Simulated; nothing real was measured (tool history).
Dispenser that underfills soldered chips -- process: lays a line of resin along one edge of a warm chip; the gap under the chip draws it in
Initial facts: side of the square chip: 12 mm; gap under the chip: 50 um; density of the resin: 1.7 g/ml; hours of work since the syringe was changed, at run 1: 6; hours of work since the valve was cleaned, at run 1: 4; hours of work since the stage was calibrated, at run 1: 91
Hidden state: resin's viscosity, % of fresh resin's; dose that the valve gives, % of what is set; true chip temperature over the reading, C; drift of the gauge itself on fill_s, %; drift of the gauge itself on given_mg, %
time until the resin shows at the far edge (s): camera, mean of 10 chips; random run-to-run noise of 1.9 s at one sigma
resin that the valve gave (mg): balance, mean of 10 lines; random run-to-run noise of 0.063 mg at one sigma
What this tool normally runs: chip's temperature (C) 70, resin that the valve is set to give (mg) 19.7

run	hour	chip's temperature (C)	resin that the valve is set to give (mg)	hours of work since the syringe was changed	hours of work since the valve was cleaned	hours of work since the stage was calibrated	time until the resin shows at the far edge (s)	resin that the valve gave (mg)
1	0.0	70	19.7	6	4	91	249.4	19.67
# hour 4.0: new syringe of resin
2	5.6	70	19.7	1	7	95	196.4	19.67
3	10.3	70	19.7	5	11	98	240.3	19.52
4	14.4	70	19.7	8	14	101	276.4	19.57
# hour 15.2: new syringe of resin
5	17.4	70	19.7	2	16	103	207.1	19.51
6	21.7	70	19.7	5	19	107	241.7	19.44
# hour 26.3: new syringe of resin
7	28.4	71	19.7	2	24	111	202.6	19.38
8	31.1	71	19.7	4	26	113	225.3	19.34
9	34.3	70	19.5	6	28	116	266.7	19.21
# hour 37.3: new syringe of resin
10	39.6	70	19.5	2	32	119	206.4	19.18
11	43.2	70	21.1	4	35	122	236.4	20.64
# hour 48.6: new syringe of resin
12	49.3	70	21.1	0	39	126	191.1	20.45
13	51.9	70	21.1	2	41	128	214.1	20.50
14	57.1	78	21.1	6	45	132	197.7	20.24
# hour 59.9: new syringe of resin
15	60.1	76	19.7	0	47	134	152.6	19.00
16	66.2	84	19.7	5	51	139	146.0	19.01
# hour 71.3: dispensing valve cleaned and set on the balance
17	71.5	66	22.5	8	0	142	330.8	22.52
# hour 72.4: new syringe of resin
18	75.1	66	22.5	2	3	144	242.6	22.48
19	79.8	66	22.5	5	6	148	292.0	22.44
# hour 83.5: new syringe of resin
20	84.3	72	20.5	1	9	151	178.0	20.36
21	88.4	70	17.0	4	12	154	239.9	16.95
22	92.1	70	17.0	6	15	157	275.4	16.83
# hour 95.0: new syringe of resin
23	96.9	70	24.2	1	18	160	205.5	23.90
24	99.9	58	17.1	4	20	162	397.5	16.87
25	105.2	70	17.3	8	24	166	302.0	16.98
# hour 106.3: new syringe of resin
26	111.6	70	24.2	4	29	170	232.6	23.63
# hour 117.4: new syringe of resin
27	117.5	70	24.2	0	33	175	185.7	23.50
28	122.2	71	19.7	4	37	178	226.3	19.11
29	127.2	62	23.0	7	40	182	388.4	22.25
# hour 128.4: new syringe of resin
30	131.4	59	25.5	2	43	185	343.8	24.80
31	136.3	57	19.7	6	47	188	455.9	19.06
# hour 139.9: new syringe of resin
32	142.4	67	19.5	2	51	193	240.6	18.70

Each row is a separate what-if for the run after 32, all from the same tool condition, not one after another. Results?
# hour 147.3: dispensing valve cleaned and set on the balance
A	147.5	73	18.5	5	0	196	?	?
# hour 147.3: dispensing valve cleaned and set on the balance
B	147.5	67	21.5	5	0	196	?	?
# hour 147.3: dispensing valve cleaned and set on the balance
C	147.5	62	19.5	5	0	196	?	?
# hour 147.3: dispensing valve cleaned and set on the balance
D	147.5	72	21.7	5	0	196	?	?
# hour 147.3: dispensing valve cleaned and set on the balance
E	147.5	82	23.0	5	0	196	?	?

run	time until the resin shows at the far edge (s)	resin that the valve gave (mg)
A	224.8	18.40
B	281.5	21.52
C	346.1	19.63
D	228.7	21.71
E	156.1	22.98
What these runs would have given with no unlogged condition in the tool:
run	time until the resin shows at the far edge (s)	resin that the valve gave (mg)
A	164.4	18.43
B	205.5	21.56
C	252.3	19.66
D	167.2	21.75
E	114.5	23.02
